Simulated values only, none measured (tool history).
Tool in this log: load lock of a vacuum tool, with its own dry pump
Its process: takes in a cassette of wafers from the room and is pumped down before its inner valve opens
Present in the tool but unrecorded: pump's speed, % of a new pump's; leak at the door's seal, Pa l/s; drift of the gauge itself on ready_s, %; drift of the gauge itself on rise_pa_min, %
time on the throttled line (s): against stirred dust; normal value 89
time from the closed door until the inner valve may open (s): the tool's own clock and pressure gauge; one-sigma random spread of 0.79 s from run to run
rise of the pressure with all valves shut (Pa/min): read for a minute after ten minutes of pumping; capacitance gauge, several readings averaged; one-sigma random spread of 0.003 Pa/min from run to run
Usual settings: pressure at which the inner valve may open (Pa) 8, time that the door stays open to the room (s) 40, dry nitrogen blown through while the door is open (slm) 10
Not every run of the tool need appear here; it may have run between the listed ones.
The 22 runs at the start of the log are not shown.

run,hour,time on the throttled line (s),pressure at which the inner valve may open (Pa),time that the door stays open to the room (s),dry nitrogen blown through while the door is open (slm),hours that the pump has run since its overhaul,times that the door has closed on its seal,"incoming humidity of the room's air, %",time from the closed door until the inner valve may open (s),rise of the pressure with all valves shut (Pa/min)
23,2932.8,51,9,64,21,2978,6308,44.5,120.9,0.075
24,3115.7,170,14,89,8,3161,6696,46.5,210.9,0.102
25,3292.6,89,8,171,18,3338,7070,46.1,151.5,0.129
26,3434.2,48,15,40,31,3479,7370,42.3,113.9,0.06
27,3614.3,48,7,73,31,3659,7752,47.3,121.9,0.087
28,3719.2,79,10,64,14,3764,7974,47.3,141.9,0.089
29,3817,79,10,64,14,3862,8181,42.9,143.6,0.091
30,3940.5,73,12,64,5,3985,8443,49.3,136.2,0.117
31,4120.5,89,11,53,22,4166,8824,45.7,150,0.081
32,4246.9,103,8,122,10,4292,9092,45.1,164,0.135
33,4404.3,103,8,122,10,4449,9425,47.7,163.4,0.14
34,4576.6,103,8,122,10,4622,9791,45.1,166.5,0.14
35,4740.9,103,12,131,10,4786,10139,45.4,162.9,0.147
36,4826.5,103,12,131,10,4872,10320,41.8,162.3,0.145

5 ways to go on from here, each from the tool as it stands after run 36. What would each give?
A,4910,46,11,40,10,4955,10497,47,?,?
B,4910,103,12,131,5,4955,10497,45.3,?,?
C,4910,155,12,126,24,4955,10497,43.9,?,?
D,4910,53,12,131,10,4955,10497,44.9,?,?
E,4910,89,8,40,8,4955,10497,45.3,?,?

run,time from the closed door until the inner valve may open (s),rise of the pressure with all valves shut (Pa/min)
A,117.3,0.103
B,161.8,0.156
C,203.2,0.126
D,122.2,0.145
E,153.7,0.107
Take away the tool's hidden state, keep each run's random variation, and the runs would have read:
run,time from the closed door until the inner valve may open (s),rise of the pressure with all valves shut (Pa/min)
A,109.6,0.041
B,155.4,0.095
C,197.8,0.066
D,114.6,0.084
E,146.4,0.046
